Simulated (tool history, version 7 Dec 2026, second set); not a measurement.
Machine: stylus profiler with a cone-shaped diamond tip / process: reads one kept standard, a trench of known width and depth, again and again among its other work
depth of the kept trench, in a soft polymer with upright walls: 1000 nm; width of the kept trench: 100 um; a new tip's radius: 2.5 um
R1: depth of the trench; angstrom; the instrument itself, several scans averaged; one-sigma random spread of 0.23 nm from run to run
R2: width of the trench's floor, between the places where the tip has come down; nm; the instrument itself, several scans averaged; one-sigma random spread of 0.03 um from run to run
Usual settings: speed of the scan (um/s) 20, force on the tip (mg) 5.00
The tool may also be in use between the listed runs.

run 1 hour=0.0 | speed_of_the_scan_(um/s)=20 force_on_the_tip_(mg)=5.00 | R1=10232.7 R2=95620
run 2 hour=15.4 | speed_of_the_scan_(um/s)=20 force_on_the_tip_(mg)=5.00 | R1=10228.3 R2=95580
run 3 hour=42.2 | speed_of_the_scan_(um/s)=16 force_on_the_tip_(mg)=5.00 | R1=10228.1 R2=95590
run 4 hour=67.9 | speed_of_the_scan_(um/s)=16 force_on_the_tip_(mg)=5.00 | R1=10230.0 R2=95540
run 5 hour=85.6 | speed_of_the_scan_(um/s)=16 force_on_the_tip_(mg)=5.00 | R1=10229.8 R2=95520
run 6 hour=112.0 | speed_of_the_scan_(um/s)=16 force_on_the_tip_(mg)=5.00 | R1=10229.9 R2=95580
run 7 hour=146.5 | speed_of_the_scan_(um/s)=20 force_on_the_tip_(mg)=13.91 | R1=10436.3 R2=95530
run 8 hour=183.0 | speed_of_the_scan_(um/s)=20 force_on_the_tip_(mg)=13.91 | R1=10439.9 R2=95520
-- hour=186.1 height scale calibrated on a step standard
run 9 hour=207.5 | speed_of_the_scan_(um/s)=43 force_on_the_tip_(mg)=2.84 | R1=10174.9 R2=95450
run 10 hour=239.1 | speed_of_the_scan_(um/s)=8 force_on_the_tip_(mg)=12.35 | R1=10415.2 R2=95490
run 11 hour=256.7 | speed_of_the_scan_(um/s)=39 force_on_the_tip_(mg)=1.80 | R1=10144.1 R2=95340
run 12 hour=288.5 | speed_of_the_scan_(um/s)=9 force_on_the_tip_(mg)=12.02 | R1=10406.7 R2=95470
run 13 hour=321.4 | speed_of_the_scan_(um/s)=9 force_on_the_tip_(mg)=12.02 | R1=10404.1 R2=95430
-- hour=337.6 height scale calibrated on a step standard, once more
run 14 hour=357.2 | speed_of_the_scan_(um/s)=9 force_on_the_tip_(mg)=6.89 | R1=10255.1 R2=95440
run 15 hour=385.2 | speed_of_the_scan_(um/s)=17 force_on_the_tip_(mg)=1.84 | R1=10106.4 R2=95330

Predict each of these 4 candidate next runs independently; none follows another, all start after run 15:
run A hour=415.3 | speed_of_the_scan_(um/s)=45 force_on_the_tip_(mg)=2.30 | R1=? R2=?
run B hour=415.3 | speed_of_the_scan_(um/s)=11 force_on_the_tip_(mg)=9.45 | R1=? R2=?
run C hour=415.3 | speed_of_the_scan_(um/s)=12 force_on_the_tip_(mg)=1.75 | R1=? R2=?
run D hour=415.3 | speed_of_the_scan_(um/s)=32 force_on_the_tip_(mg)=4.67 | R1=? R2=?

run=A R1=10130.4 R2=95290
run=B R1=10314.6 R2=95420
run=C R1=10105.6 R2=95430
run=D R1=10202.1 R2=95390
With no hidden state in the tool, these same runs would have given:
run=A R1=10126.4 R2=95820
run=B R1=10310.5 R2=95940
run=C R1=10101.7 R2=95950
run=D R1=10198.2 R2=95910
